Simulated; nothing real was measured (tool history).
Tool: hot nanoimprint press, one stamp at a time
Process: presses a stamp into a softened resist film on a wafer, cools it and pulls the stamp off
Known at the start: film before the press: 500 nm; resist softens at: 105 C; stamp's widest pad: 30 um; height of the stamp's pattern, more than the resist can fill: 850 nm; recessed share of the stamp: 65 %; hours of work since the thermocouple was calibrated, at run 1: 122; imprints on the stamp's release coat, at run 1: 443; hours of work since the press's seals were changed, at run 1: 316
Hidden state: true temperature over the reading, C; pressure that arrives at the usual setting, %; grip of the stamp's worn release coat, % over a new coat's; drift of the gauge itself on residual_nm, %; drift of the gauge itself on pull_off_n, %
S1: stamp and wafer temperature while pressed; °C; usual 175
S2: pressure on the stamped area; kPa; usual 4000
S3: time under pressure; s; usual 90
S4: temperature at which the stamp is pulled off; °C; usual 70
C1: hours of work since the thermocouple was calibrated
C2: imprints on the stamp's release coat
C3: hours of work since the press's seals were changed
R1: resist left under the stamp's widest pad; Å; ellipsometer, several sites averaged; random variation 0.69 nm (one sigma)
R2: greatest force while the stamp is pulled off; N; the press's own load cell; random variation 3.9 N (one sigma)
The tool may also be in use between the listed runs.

{"run": 1, "hour": 0.0, "S1": 175, "S2": 4000, "S3": 90, "S4": 70, "C1": 122, "C2": 443, "C3": 316, "R1": 1936, "R2": 227}
{"run": 2, "hour": 19.9, "S1": 175, "S2": 4000, "S3": 90, "S4": 70, "C1": 131, "C2": 473, "C3": 325, "R1": 1945, "R2": 231}
{"run": 3, "hour": 34.6, "S1": 175, "S2": 4000, "S3": 90, "S4": 70, "C1": 137, "C2": 495, "C3": 331, "R1": 1917, "R2": 229}
{"run": 4, "hour": 46.2, "S1": 175, "S2": 4000, "S3": 90, "S4": 62, "C1": 142, "C2": 513, "C3": 336, "R1": 1933, "R2": 249}
{"run": 5, "hour": 59.1, "S1": 175, "S2": 4000, "S3": 90, "S4": 62, "C1": 147, "C2": 533, "C3": 341, "R1": 1934, "R2": 249}
{"run": 6, "hour": 69.0, "S1": 175, "S2": 4000, "S3": 90, "S4": 62, "C1": 151, "C2": 548, "C3": 345, "R1": 1928, "R2": 245}
{"run": 7, "hour": 88.2, "S1": 175, "S2": 4000, "S3": 90, "S4": 70, "C1": 160, "C2": 577, "C3": 353, "R1": 1928, "R2": 244}
{"run": 8, "hour": 103.7, "S1": 175, "S2": 4000, "S3": 161, "S4": 70, "C1": 166, "C2": 601, "C3": 360, "R1": 1514, "R2": 241}
{"run": 9, "hour": 117.9, "S1": 175, "S2": 4000, "S3": 161, "S4": 70, "C1": 172, "C2": 623, "C3": 366, "R1": 1515, "R2": 244}
{"run": 10, "hour": 131.2, "S1": 175, "S2": 4000, "S3": 161, "S4": 70, "C1": 178, "C2": 643, "C3": 372, "R1": 1509, "R2": 244}
{"run": 11, "hour": 147.5, "S1": 175, "S2": 4000, "S3": 90, "S4": 70, "C1": 185, "C2": 668, "C3": 379, "R1": 1924, "R2": 253}
{"run": 12, "hour": 164.9, "S1": 164, "S2": 4000, "S3": 90, "S4": 77, "C1": 192, "C2": 695, "C3": 386, "R1": 3076, "R2": 247}
{"hour": 173.3, "done": "stamp cleaned and given a new release coat"}
{"run": 13, "hour": 180.2, "S1": 164, "S2": 5100, "S3": 90, "S4": 59, "C1": 196, "C2": 11, "C3": 390, "R1": 2826, "R2": 203}
{"run": 14, "hour": 193.1, "S1": 170, "S2": 2620, "S3": 91, "S4": 57, "C1": 201, "C2": 31, "C3": 395, "R1": 2834, "R2": 209}
{"run": 15, "hour": 210.4, "S1": 170, "S2": 2620, "S3": 91, "S4": 57, "C1": 209, "C2": 57, "C3": 403, "R1": 2851, "R2": 205}
{"run": 16, "hour": 226.0, "S1": 177, "S2": 2620, "S3": 91, "S4": 64, "C1": 215, "C2": 81, "C3": 409, "R1": 2125, "R2": 209}
{"run": 17, "hour": 237.3, "S1": 179, "S2": 2530, "S3": 90, "S4": 70, "C1": 220, "C2": 98, "C3": 414, "R1": 2007, "R2": 195}
{"run": 18, "hour": 256.2, "S1": 186, "S2": 4000, "S3": 119, "S4": 70, "C1": 228, "C2": 127, "C3": 422, "R1": 1056, "R2": 200}
{"run": 19, "hour": 266.0, "S1": 175, "S2": 2530, "S3": 49, "S4": 70, "C1": 232, "C2": 142, "C3": 426, "R1": 2898, "R2": 201}
{"run": 20, "hour": 284.4, "S1": 175, "S2": 2430, "S3": 114, "S4": 70, "C1": 240, "C2": 170, "C3": 434, "R1": 2194, "R2": 209}
{"run": 21, "hour": 295.3, "S1": 175, "S2": 4000, "S3": 60, "S4": 70, "C1": 244, "C2": 187, "C3": 438, "R1": 2224, "R2": 201}
{"run": 22, "hour": 315.0, "S1": 175, "S2": 3740, "S3": 48, "S4": 61, "C1": 253, "C2": 217, "C3": 447, "R1": 2481, "R2": 223}

Forecast each of these 3 alternatives for the next run:
{"hour": 322.5, "done": "plate thermocouple calibrated"}
{"run": "A", "hour": 337.7, "S1": 175, "S2": 4000, "S3": 107, "S4": 70, "C1": 6, "C2": 247, "C3": 455, "R1": "?", "R2": "?"}
{"hour": 322.5, "done": "plate thermocouple calibrated"}
{"run": "B", "hour": 337.7, "S1": 167, "S2": 3490, "S3": 90, "S4": 63, "C1": 6, "C2": 247, "C3": 455, "R1": "?", "R2": "?"}
{"hour": 322.5, "done": "plate thermocouple calibrated"}
{"run": "C", "hour": 337.7, "S1": 172, "S2": 3740, "S3": 48, "S4": 61, "C1": 6, "C2": 247, "C3": 455, "R1": "?", "R2": "?"}

run=A R1=1852 R2=214
run=B R1=2956 R2=222
run=C R1=2886 R2=225
Without the tool's hidden state the same runs would have given:
run=A R1=1827 R2=192
run=B R1=2929 R2=200
run=C R1=2856 R2=203
